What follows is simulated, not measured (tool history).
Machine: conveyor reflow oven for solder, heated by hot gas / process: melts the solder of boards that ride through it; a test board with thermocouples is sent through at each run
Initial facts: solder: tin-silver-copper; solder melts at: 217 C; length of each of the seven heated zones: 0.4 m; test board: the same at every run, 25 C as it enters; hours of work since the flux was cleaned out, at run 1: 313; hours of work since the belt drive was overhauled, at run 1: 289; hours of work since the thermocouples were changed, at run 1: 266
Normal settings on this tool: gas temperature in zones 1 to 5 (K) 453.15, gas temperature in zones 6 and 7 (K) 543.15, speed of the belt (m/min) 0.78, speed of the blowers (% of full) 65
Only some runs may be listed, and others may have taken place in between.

run,hour,gas temperature in zones 1 to 5 (K),gas temperature in zones 6 and 7 (K),speed of the belt (m/min),speed of the blowers (% of full),hours of work since the flux was cleaned out,hours of work since the belt drive was overhauled,hours of work since the thermocouples were changed,highest temperature of the board (K),time above the solder's melting point (s)
1,0,453.15,543.15,0.78,65,313,289,266,525.55,47.47
2,11,453.15,543.15,0.78,65,318,295,272,524.95,47.53
3,21.9,453.15,543.15,0.78,65,324,300,277,525.45,47.45
4,36.4,453.15,543.15,0.78,65,331,308,284,525.15,47.35
5,46.3,453.15,543.15,0.78,65,336,313,289,525.05,47.56
6,54.8,453.15,543.15,0.78,65,340,317,293,525.25,47.39
# hour 60.1: belt drive overhauled, speed set with a stopwatch
7,66,453.15,543.15,0.78,65,344,3,297,525.45,47.92
8,74.3,453.15,543.15,0.866,58,348,7,301,519.65,38.61
9,86.4,453.15,543.15,0.866,58,354,13,307,519.55,38.51
10,96.2,453.15,543.15,0.866,58,359,18,312,519.85,38.56
11,108,444.15,543.15,0.78,65,365,24,318,523.35,43.87
12,118.5,442.15,537.15,0.729,69,370,29,324,520.95,45.7
13,134.1,440.15,537.15,0.78,77,378,37,331,519.95,41.31

Hidden condition of the tool, last listed run before each entry between runs versus first listed run after:
Between runs 6 and 7: belt drive overhauled, speed set with a stopwatch (hour 60.1)
  belt's true speed, % of the reading: 99.23 -> 98.71; true gas temperature in zones 6 and 7 over the reading, C: -0.69 -> -0.7
  measured minus no-state result, highest temperature of the board (K): -1.5 -> -1.2; time above the solder's melting point (s): -0.61 -> -0.23

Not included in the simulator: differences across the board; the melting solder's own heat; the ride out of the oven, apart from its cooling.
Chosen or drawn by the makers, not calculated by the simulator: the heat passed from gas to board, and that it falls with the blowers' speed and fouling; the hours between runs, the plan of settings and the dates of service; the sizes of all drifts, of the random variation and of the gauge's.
